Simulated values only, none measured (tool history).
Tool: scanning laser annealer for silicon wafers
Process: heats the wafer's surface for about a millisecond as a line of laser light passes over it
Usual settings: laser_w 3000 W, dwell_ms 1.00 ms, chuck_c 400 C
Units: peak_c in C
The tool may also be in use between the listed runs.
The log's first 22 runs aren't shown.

run 23 day=20.721 | laser_w=2797 dwell_ms=0.89 chuck_c=439 | peak_c=1046
run 24 day=21.892 | laser_w=2983 dwell_ms=1.22 chuck_c=367 | peak_c=1137
run 25 day=22.846 | laser_w=2856 dwell_ms=1.16 chuck_c=400 | peak_c=1120
run 26 day=23.825 | laser_w=2856 dwell_ms=1.16 chuck_c=400 | peak_c=1115
run 27 day=25.108 | laser_w=2856 dwell_ms=1.16 chuck_c=400 | peak_c=1114
run 28 day=25.892 | laser_w=2856 dwell_ms=1.16 chuck_c=400 | peak_c=1113
run 29 day=26.796 | laser_w=2633 dwell_ms=1.00 chuck_c=400 | peak_c=1010
run 30 day=27.688 | laser_w=2633 dwell_ms=1.00 chuck_c=400 | peak_c=1009
run 31 day=28.758 | laser_w=2797 dwell_ms=0.96 chuck_c=393 | peak_c=1022

Forecast run 32:
run 32 day=29.996 | laser_w=2975 dwell_ms=0.93 chuck_c=417 | peak_c=?

peak_c: 1070 C
Without the tool's hidden state the same run would have given peak_c 1093 C.

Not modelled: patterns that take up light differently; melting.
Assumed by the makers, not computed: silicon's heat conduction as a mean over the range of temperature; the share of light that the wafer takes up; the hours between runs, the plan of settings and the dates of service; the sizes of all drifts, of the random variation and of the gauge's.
